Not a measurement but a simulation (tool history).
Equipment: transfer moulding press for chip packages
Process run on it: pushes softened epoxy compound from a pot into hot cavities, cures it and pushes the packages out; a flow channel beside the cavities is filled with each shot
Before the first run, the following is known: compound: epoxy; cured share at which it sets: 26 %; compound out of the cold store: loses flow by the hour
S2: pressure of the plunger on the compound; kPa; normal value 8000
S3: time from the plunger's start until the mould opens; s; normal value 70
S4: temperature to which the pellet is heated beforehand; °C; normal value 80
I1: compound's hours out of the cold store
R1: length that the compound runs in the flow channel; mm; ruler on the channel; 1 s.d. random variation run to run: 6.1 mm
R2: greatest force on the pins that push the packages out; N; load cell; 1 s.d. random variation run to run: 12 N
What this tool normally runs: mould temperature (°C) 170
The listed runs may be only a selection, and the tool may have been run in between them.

Run 1, day 0.000: usual settings; I1 22.2. Result: R1 811 mm, R2 738 N.
At day 0.321: cavities cleaned with cleaning compound and waxed.
Run 2, day 0.358: usual settings but S2 6730 kPa; I1 36.3. Result: R1 700 mm, R2 625 N.
Run 3, day 0.921: usual settings; I1 30.7. Result: R1 777 mm, R2 672 N.
Run 4, day 1.400: usual settings; I1 46.8. Result: R1 740 mm, R2 723 N.
Run 5, day 1.908: usual settings; I1 15.0. Result: R1 838 mm, R2 777 N.
At day 2.192: cavities cleaned with cleaning compound and waxed.
Run 6, day 2.429: usual settings but S4 86 °C; I1 12.3. Result: R1 851 mm, R2 632 N.
Run 7, day 2.971: usual settings but S4 86 °C; I1 10.2. Result: R1 865 mm, R2 717 N.
Run 8, day 3.642: usual settings but S4 86 °C; I1 21.9. Result: R1 804 mm, R2 726 N.
Run 9, day 3.933: usual settings but S4 86 °C; I1 23.5. Result: R1 809 mm, R2 749 N.
At day 4.054: cavities cleaned with cleaning compound and waxed.
Run 10, day 4.708: usual settings but S4 86 °C; I1 8.4. Result: R1 872 mm, R2 740 N.
Run 11, day 5.379: usual settings but mould temperature (°C) 167; I1 11.1. Result: R1 867 mm, R2 1001 N.
At day 5.512: mould's thermocouples calibrated.
At day 6.021: cavities cleaned with cleaning compound and waxed.
Run 12, day 6.167: usual settings but mould temperature (°C) 167; I1 27.9. Result: R1 794 mm, R2 804 N.
Run 13, day 6.608: usual settings; I1 10.0. Result: R1 853 mm, R2 740 N.
Run 14, day 7.142: usual settings but mould temperature (°C) 176; I1 24.2. Result: R1 776 mm, R2 561 N.
Run 15, day 7.438: usual settings but mould temperature (°C) 171, S2 8570 kPa, S4 73 °C; I1 13.8. Result: R1 864 mm, R2 724 N.
At day 7.908: cavities cleaned with cleaning compound and waxed.
Run 16, day 8.017: usual settings but mould temperature (°C) 177, S2 8570 kPa, S4 73 °C; I1 9.8. Result: R1 851 mm, R2 462 N.

Run 17, settings as shown, results not yet in. Your forecast:
Run 17, day 8.517: usual settings but mould temperature (°C) 177, S2 8570 kPa, S4 73 °C; I1 19.8. Result: R1 ?, R2 ?.

Run 17 measured R1 809 mm, R2 509 N.
On a tool with no hidden condition, and with the same random variation, this run would have come out at R1 839 mm, R2 459 N.
